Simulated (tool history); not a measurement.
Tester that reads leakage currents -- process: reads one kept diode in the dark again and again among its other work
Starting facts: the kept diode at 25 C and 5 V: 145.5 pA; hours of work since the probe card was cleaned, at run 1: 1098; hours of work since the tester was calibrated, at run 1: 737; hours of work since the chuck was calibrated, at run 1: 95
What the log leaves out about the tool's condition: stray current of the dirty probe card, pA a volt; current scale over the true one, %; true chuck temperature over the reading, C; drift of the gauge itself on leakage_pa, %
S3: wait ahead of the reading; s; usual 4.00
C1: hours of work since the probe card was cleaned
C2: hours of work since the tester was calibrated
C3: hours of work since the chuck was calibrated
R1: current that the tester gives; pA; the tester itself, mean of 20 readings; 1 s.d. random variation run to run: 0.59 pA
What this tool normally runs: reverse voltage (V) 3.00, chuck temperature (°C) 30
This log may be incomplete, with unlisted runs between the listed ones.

run 1 hour=0.0 | reverse_voltage_(V)=3.00 chuck_temperature_(°C)=30 S3=4.00 | C1=1098 C2=737 C3=95 | R1=197.97
run 2 hour=50.6 | reverse_voltage_(V)=3.00 chuck_temperature_(°C)=30 S3=4.00 | C1=1133 C2=772 C3=130 | R1=199.51
run 3 hour=91.9 | reverse_voltage_(V)=3.00 chuck_temperature_(°C)=30 S3=1.58 | C1=1162 C2=801 C3=159 | R1=198.28
run 4 hour=159.3 | reverse_voltage_(V)=1.28 chuck_temperature_(°C)=30 S3=1.58 | C1=1209 C2=847 C3=205 | R1=149.81
run 5 hour=246.2 | reverse_voltage_(V)=1.28 chuck_temperature_(°C)=30 S3=1.58 | C1=1269 C2=908 C3=266 | R1=150.79
run 6 hour=312.7 | reverse_voltage_(V)=3.00 chuck_temperature_(°C)=30 S3=4.00 | C1=1316 C2=954 C3=312 | R1=201.71
run 7 hour=389.5 | reverse_voltage_(V)=3.00 chuck_temperature_(°C)=30 S3=4.00 | C1=1369 C2=1007 C3=366 | R1=203.21
run 8 hour=435.0 | reverse_voltage_(V)=3.00 chuck_temperature_(°C)=55 S3=4.00 | C1=1401 C2=1039 C3=397 | R1=1641.22
run 9 hour=488.6 | reverse_voltage_(V)=3.00 chuck_temperature_(°C)=55 S3=4.00 | C1=1438 C2=1076 C3=434 | R1=1647.93
run 10 hour=529.3 | reverse_voltage_(V)=3.00 chuck_temperature_(°C)=55 S3=4.00 | C1=1466 C2=1105 C3=463 | R1=1638.16
run 11 hour=620.4 | reverse_voltage_(V)=3.00 chuck_temperature_(°C)=30 S3=4.00 | C1=1530 C2=1168 C3=526 | R1=204.76
run 12 hour=691.5 | reverse_voltage_(V)=3.00 chuck_temperature_(°C)=30 S3=0.34 | C1=1579 C2=1218 C3=576 | R1=208.64
run 13 hour=761.5 | reverse_voltage_(V)=3.00 chuck_temperature_(°C)=30 S3=4.00 | C1=1628 C2=1266 C3=624 | R1=206.02
run 14 hour=816.4 | reverse_voltage_(V)=3.00 chuck_temperature_(°C)=30 S3=4.00 | C1=1666 C2=1304 C3=662 | R1=206.36
run 15 hour=880.6 | reverse_voltage_(V)=8.98 chuck_temperature_(°C)=30 S3=4.00 | C1=1711 C2=1349 C3=707 | R1=300.82
run 16 hour=970.5 | reverse_voltage_(V)=8.98 chuck_temperature_(°C)=30 S3=4.00 | C1=1773 C2=1412 C3=770 | R1=301.67
run 17 hour=1032.4 | reverse_voltage_(V)=8.98 chuck_temperature_(°C)=30 S3=4.00 | C1=1816 C2=1455 C3=813 | R1=302.67
run 18 hour=1093.2 | reverse_voltage_(V)=8.98 chuck_temperature_(°C)=30 S3=4.00 | C1=1858 C2=1497 C3=855 | R1=303.90
run 19 hour=1171.1 | reverse_voltage_(V)=8.98 chuck_temperature_(°C)=30 S3=4.00 | C1=1913 C2=1551 C3=909 | R1=303.85
run 20 hour=1215.4 | reverse_voltage_(V)=8.98 chuck_temperature_(°C)=30 S3=4.00 | C1=1943 C2=1582 C3=940 | R1=305.25
run 21 hour=1257.2 | reverse_voltage_(V)=3.00 chuck_temperature_(°C)=30 S3=8.22 | C1=1973 C2=1611 C3=969 | R1=211.70
run 22 hour=1307.3 | reverse_voltage_(V)=3.00 chuck_temperature_(°C)=30 S3=8.22 | C1=2007 C2=1646 C3=1004 | R1=211.64
run 23 hour=1373.2 | reverse_voltage_(V)=17.76 chuck_temperature_(°C)=30 S3=4.00 | C1=2053 C2=1692 C3=1050 | R1=389.31
run 24 hour=1458.4 | reverse_voltage_(V)=17.76 chuck_temperature_(°C)=30 S3=4.00 | C1=2112 C2=1751 C3=1109 | R1=390.81
run 25 hour=1529.1 | reverse_voltage_(V)=3.00 chuck_temperature_(°C)=36 S3=3.57 | C1=2162 C2=1800 C3=1158 | R1=365.59
run 26 hour=1610.7 | reverse_voltage_(V)=3.00 chuck_temperature_(°C)=28 S3=9.79 | C1=2218 C2=1857 C3=1215 | R1=179.72
run 27 hour=1655.6 | reverse_voltage_(V)=3.00 chuck_temperature_(°C)=28 S3=9.79 | C1=2250 C2=1888 C3=1246 | R1=180.61
run 28 hour=1705.4 | reverse_voltage_(V)=3.14 chuck_temperature_(°C)=30 S3=3.16 | C1=2284 C2=1923 C3=1281 | R1=219.59
run 29 hour=1794.6 | reverse_voltage_(V)=3.14 chuck_temperature_(°C)=30 S3=3.16 | C1=2346 C2=1985 C3=1343 | R1=222.68
run 30 hour=1862.8 | reverse_voltage_(V)=3.00 chuck_temperature_(°C)=44 S3=3.52 | C1=2394 C2=2032 C3=1390 | R1=726.48
run 31 hour=1925.0 | reverse_voltage_(V)=16.22 chuck_temperature_(°C)=44 S3=3.19 | C1=2437 C2=2075 C3=1434 | R1=1289.13
run 32 hour=2009.5 | reverse_voltage_(V)=16.22 chuck_temperature_(°C)=44 S3=3.19 | C1=2496 C2=2134 C3=1492 | R1=1287.06
run 33 hour=2083.3 | reverse_voltage_(V)=8.22 chuck_temperature_(°C)=37 S3=0.40 | C1=2547 C2=2186 C3=1544 | R1=578.94
run 34 hour=2129.1 | reverse_voltage_(V)=8.64 chuck_temperature_(°C)=21 S3=0.36 | C1=2579 C2=2217 C3=1575 | R1=146.54
run 35 hour=2201.3 | reverse_voltage_(V)=8.64 chuck_temperature_(°C)=23 S3=8.35 | C1=2629 C2=2268 C3=1626 | R1=167.88
run 36 hour=2283.4 | reverse_voltage_(V)=3.28 chuck_temperature_(°C)=26 S3=8.35 | C1=2686 C2=2325 C3=1683 | R1=160.43
run 37 hour=2373.2 | reverse_voltage_(V)=3.28 chuck_temperature_(°C)=26 S3=8.35 | C1=2749 C2=2387 C3=1745 | R1=161.27
run 38 hour=2424.9 | reverse_voltage_(V)=2.04 chuck_temperature_(°C)=39 S3=5.74 | C1=2785 C2=2423 C3=1781 | R1=436.07
run 39 hour=2478.1 | reverse_voltage_(V)=3.00 chuck_temperature_(°C)=25 S3=1.86 | C1=2822 C2=2460 C3=1818 | R1=144.43
run 40 hour=2541.9 | reverse_voltage_(V)=16.39 chuck_temperature_(°C)=23 S3=4.00 | C1=2866 C2=2504 C3=1863 | R1=214.74

Alternative continuations, all from the tool just after run 40; predict every row:
run A hour=2591.3 | reverse_voltage_(V)=16.39 chuck_temperature_(°C)=23 S3=8.43 | C1=2900 C2=2539 C3=1897 | R1=?
run B hour=2591.3 | reverse_voltage_(V)=5.08 chuck_temperature_(°C)=25 S3=4.00 | C1=2900 C2=2539 C3=1897 | R1=?
run C hour=2591.3 | reverse_voltage_(V)=16.13 chuck_temperature_(°C)=23 S3=4.00 | C1=2900 C2=2539 C3=1897 | R1=?
run D hour=2591.3 | reverse_voltage_(V)=3.00 chuck_temperature_(°C)=30 S3=1.89 | C1=2900 C2=2539 C3=1897 | R1=?

run=A R1=215.31
run=B R1=173.12
run=C R1=214.47
run=D R1=227.55
Had the tool no hidden state, the same runs would have come out as:
run=A R1=179.91
run=B R1=147.01
run=C R1=179.35
run=D R1=195.05

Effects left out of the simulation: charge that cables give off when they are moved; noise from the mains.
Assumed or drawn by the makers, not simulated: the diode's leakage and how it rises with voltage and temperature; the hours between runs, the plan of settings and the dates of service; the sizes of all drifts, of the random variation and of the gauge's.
